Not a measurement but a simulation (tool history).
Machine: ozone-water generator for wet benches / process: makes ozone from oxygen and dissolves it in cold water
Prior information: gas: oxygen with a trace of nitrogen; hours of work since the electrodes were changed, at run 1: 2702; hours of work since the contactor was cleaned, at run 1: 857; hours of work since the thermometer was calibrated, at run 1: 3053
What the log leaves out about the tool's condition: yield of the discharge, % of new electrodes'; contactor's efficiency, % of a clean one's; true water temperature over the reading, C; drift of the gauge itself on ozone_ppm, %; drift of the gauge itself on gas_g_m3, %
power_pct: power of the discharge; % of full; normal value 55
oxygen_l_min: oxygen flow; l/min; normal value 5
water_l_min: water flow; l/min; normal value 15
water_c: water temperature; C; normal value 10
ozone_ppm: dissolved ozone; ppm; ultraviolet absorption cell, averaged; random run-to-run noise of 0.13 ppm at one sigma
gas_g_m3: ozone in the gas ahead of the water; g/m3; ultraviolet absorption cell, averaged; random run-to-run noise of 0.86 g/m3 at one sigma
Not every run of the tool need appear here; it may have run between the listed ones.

run    hour  power_pct  oxygen_l_min  water_l_min  water_c  hours of work since the electrodes were changed  hours of work since the contactor was cleaned  hours of work since the thermometer was calibrated  ozone_ppm  gas_g_m3
  1       0         55             5           15       10                                             2702                                            857                                                3053       13.7     131.2
  2    81.3         55          8.67           15       10                                             2777                                            932                                                3129       12.9      95.1
  3     142         55          8.67           15       10                                             2833                                            988                                                3185       12.8      96.8
  4   243.5         55          8.67           15       10                                             2927                                           1082                                                3279       12.8      94.2
  5   373.2         55          8.67           15       10                                             3048                                           1202                                                3399         13      96.1
  6   468.5         55             5           15       10                                             3136                                           1291                                                3488       13.1       130
  7   597.4         55             5           15       10                                             3255                                           1410                                                3607       13.2     128.4
      690.5  -- water thermometer calibrated
  8   695.3         43             5           11       10                                             3346                                           1500                                                   4       14.4     112.1
  9   827.2         87             5           15       10                                             3468                                           1623                                                 127       17.3     167.7
 10   912.6         87             5           15       10                                             3547                                           1702                                                 206       17.3     166.2
 11  1017.8         80          8.65           13       15                                             3644                                           1799                                                 303       15.4       115
 12  1155.1         44          3.09           13       15                                             3772                                           1926                                                 430       11.7     146.6
 13  1250.2         55             5           11       14                                             3860                                           2014                                                 519         15     125.8
 14    1338         55          2.91           11       14                                             3941                                           2096                                                 600       15.8     170.3

What would each run have given without the hidden state, its run-to-run variation left as it was?
run  ozone_ppm  gas_g_m3
  1       15.1       141
  2       14.2     102.5
  3       14.1     104.4
  4       14.3       102
  5       14.5     104.3
  6       14.8     141.6
  7       14.9     140.4
  8         16     120.8
  9       20.4     190.7
 10       20.5     189.6
 11       18.2     130.8
 12       13.3       160
 13       17.5     140.2
 14       18.4     190.3
